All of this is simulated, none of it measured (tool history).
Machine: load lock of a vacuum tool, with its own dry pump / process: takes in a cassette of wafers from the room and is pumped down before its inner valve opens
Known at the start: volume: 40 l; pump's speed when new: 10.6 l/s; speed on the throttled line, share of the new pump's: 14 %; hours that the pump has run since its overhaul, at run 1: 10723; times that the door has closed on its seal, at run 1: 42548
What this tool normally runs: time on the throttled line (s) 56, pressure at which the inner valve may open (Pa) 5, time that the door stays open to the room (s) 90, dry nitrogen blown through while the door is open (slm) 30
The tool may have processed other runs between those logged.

run     hour  time on the throttled line (s)  pressure at which the inner valve may open (Pa)  time that the door stays open to the room (s)  dry nitrogen blown through while the door is open (slm)  hours that the pump has run since its overhaul  times that the door has closed on its seal  incoming humidity of the room's air, %  time from the closed door until the inner valve may open (s)  rise of the pressure with all valves shut (Pa/min)
  1      0.0                              56                                                5                                             90                                                       30                                           10723                                       42548                                    45.7                                                          92.4                                               0.326
  2    230.8                              56                                                5                                             90                                                       30                                           10954                                       43608                                    43.9                                                          92.7                                               0.337
  3    672.2                              56                                                5                                             90                                                       30                                           11395                                       45636                                    41.8                                                          93.2                                               0.339
  4    972.3                              56                                                5                                             90                                                       30                                           11696                                       47015                                    44.7                                                          93.5                                               0.370
  5   1263.2                              56                                                5                                             90                                                       30                                           11986                                       48351                                    46.4                                                          92.3                                               0.372
  6   1544.4                              56                                                5                                             90                                                       30                                           12268                                       49643                                    45.5                                                          92.9                                               0.397
  7   1912.7                              56                                                5                                             90                                                       30                                           12636                                       51335                                    42.4                                                          94.6                                               0.405
  8   2182.2                              56                                                5                                             90                                                       30                                           12905                                       52574                                    44.6                                                          94.7                                               0.417
  9   2505.9                              56                                                5                                             90                                                       30                                           13229                                       54061                                    44.9                                                          93.4                                               0.431
      2560.7  -- door's seal changed, seat wiped
 10   2880.7                              56                                                5                                             90                                                       30                                           13602                                        1470                                    47.2                                                          95.2                                               0.048
 11   3216.9                              56                                                5                                            176                                                       30                                           13939                                        3014                                    45.6                                                          95.2                                               0.074
 12   3506.2                              56                                                5                                            176                                                       30                                           14228                                        4343                                    45.1                                                          94.1                                               0.078
 13   3896.1                              56                                                5                                             90                                                       30                                           14618                                        6135                                    45.3                                                          95.1                                               0.054
 14   4369.8                              56                                                5                                            132                                                       30                                           15091                                        8311                                    48.7                                                          94.6                                               0.074
 15   4641.4                              56                                                5                                             90                                                       27                                           15363                                        9559                                    43.8                                                          95.0                                               0.063
 16   5094.3                              56                                                5                                             90                                                       30                                           15816                                       11639                                    43.1                                                          95.6                                               0.073
 17   5310.8                              56                                                5                                             90                                                       30                                           16032                                       12634                                    46.1                                                          96.1                                               0.076
 18   5639.4                              56                                                5                                             90                                                       30                                           16361                                       14144                                    47.4                                                          96.4                                               0.082
 19   5862.8                              56                                                5                                             90                                                       10                                           16584                                       15170                                    48.7                                                          97.0                                               0.115
      5941.0  -- dry pump taken out, an overhauled one fitted
 20   6281.2                              56                                                5                                             90                                                       10                                             340                                       17065                                    43.5                                                          86.2                                               0.113
 21   6668.4                             101                                                7                                             90                                                       30                                             727                                       18844                                    47.0                                                         123.1                                               0.104
 22   7008.1                             101                                                7                                             90                                                       30                                            1067                                       20404                                    45.7                                                         123.0                                               0.110
 23   7472.1                             101                                                5                                             35                                                       19                                            1531                                       22536                                    44.6                                                         123.8                                               0.111
 24   7845.6                              83                                                9                                             90                                                       30                                            1905                                       24252                                    44.4                                                         107.0                                               0.131
 25   8201.1                              83                                               10                                            155                                                       15                                            2260                                       25886                                    40.7                                                         106.4                                               0.175
 26   8562.6                              83                                               10                                            155                                                       15                                            2622                                       27546                                    43.9                                                         107.6                                               0.190
 27   8830.6                              54                                               10                                             60                                                       15                                            2890                                       28778                                    44.4                                                          83.1                                               0.159
 28   9181.1                              56                                                7                                             90                                                       43                                            3240                                       30388                                    44.1                                                          86.3                                               0.161
 29   9438.2                             110                                                7                                             39                                                       43                                            3497                                       31569                                    46.9                                                         132.8                                               0.150
 30   9875.8                              44                                                7                                            152                                                       38                                            3935                                       33580                                    43.0                                                          75.7                                               0.197
 31  10160.2                              44                                                7                                            152                                                       38                                            4219                                       34886                                    46.7                                                          77.0                                               0.206
 32  10512.8                              73                                                9                                            152                                                       38                                            4572                                       36506                                    42.9                                                         100.2                                               0.212
 33  10851.6                              42                                                7                                            152                                                       38                                            4911                                       38063                                    42.9                                                          74.2                                               0.226
 34  11153.2                              46                                                6                                            152                                                       38                                            5212                                       39449                                    45.8                                                          79.7                                               0.243
 35  11480.7                              56                                                9                                             32                                                        8                                            5540                                       40953                                    45.6                                                          85.7                                               0.243

Alternative continuations, all from the tool just after run 35; predict every row:
  A  11750.2                              62                                                5                                             90                                                        5                                            5809                                       42191                                    42.4                                                             ?                                                   ?
  B  11750.2                              56                                                9                                             66                                                        8                                            5809                                       42191                                    45.3                                                             ?                                                   ?
  C  11750.2                              46                                                9                                            122                                                        8                                            5809                                       42191                                    46.5                                                             ?                                                   ?

run  time from the closed door until the inner valve may open (s)  rise of the pressure with all valves shut (Pa/min)
  A                                                          94.3                                               0.276
  B                                                          85.8                                               0.262
  C                                                          78.2                                               0.293
Without the tool's hidden state the same runs would have given:
run  time from the closed door until the inner valve may open (s)  rise of the pressure with all valves shut (Pa/min)
  A                                                          91.9                                               0.070
  B                                                          83.6                                               0.056
  C                                                          75.9                                               0.084
